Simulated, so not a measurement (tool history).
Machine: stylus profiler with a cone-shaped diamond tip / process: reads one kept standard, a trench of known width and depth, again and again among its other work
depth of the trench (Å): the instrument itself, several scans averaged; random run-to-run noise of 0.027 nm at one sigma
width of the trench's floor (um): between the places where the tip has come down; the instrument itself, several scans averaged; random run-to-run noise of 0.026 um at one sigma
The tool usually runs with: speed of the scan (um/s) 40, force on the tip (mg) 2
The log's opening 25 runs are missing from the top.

run	hour	speed of the scan (um/s)	force on the tip (mg)	depth of the trench (Å)	width of the trench's floor (um)
26	613.9	102	1.96	1004.2	18.11
27	629.2	11	2.29	1004.9	18.36
28	648.9	11	2.29	1004.9	18.4
29	677.9	135	2	1004.4	18
30	702.1	65	0.88	1001	18.1
31	737.2	65	0.88	1001.3	18.11
32	755.4	28	0.98	1001.4	18.33
33	771.8	119	2.45	1005.3	18.05
34	789.7	17	2.31	1004.9	18.35
35	813.4	68	2.3	1003.9	18.19
36	848.4	44	2.31	1005.1	18.24
37	862.9	22	1.33	1001.8	18.31
38	892.8	19	0.94	1000.6	18.33
39	925.2	11	5.84	1010.8	18.38
40	943.6	11	5.84	1011	18.37
41	977.9	11	5.84	1011.1	18.36
42	1013.1	42	3.14	1005.8	18.26
43	1042.1	13	4.09	1008	18.32
44	1064.5	13	4.09	1007.7	18.27
45	1082.6	92	1.11	1001	17.97
46	1117.8	92	1.11	1001	17.97
47	1147.6	122	1.55	1002.2	17.94

What if the next run were any one of these 4? Each begins from the tool's condition after run 47:
A	1162.6	10	1.89	?	?
B	1162.6	58	4.12	?	?
C	1162.6	43	2	?	?
D	1162.6	40	5.57	?	?

run	depth of the trench (Å)	width of the trench's floor (um)
A	1003.5	18.36
B	1007.7	18.2
C	1003.2	18.22
D	1010.2	18.3
With no hidden state in the tool, these same runs would have given:
run	depth of the trench (Å)	width of the trench's floor (um)
A	1007.6	18.61
B	1011.8	18.45
C	1007.2	18.47
D	1014.3	18.54
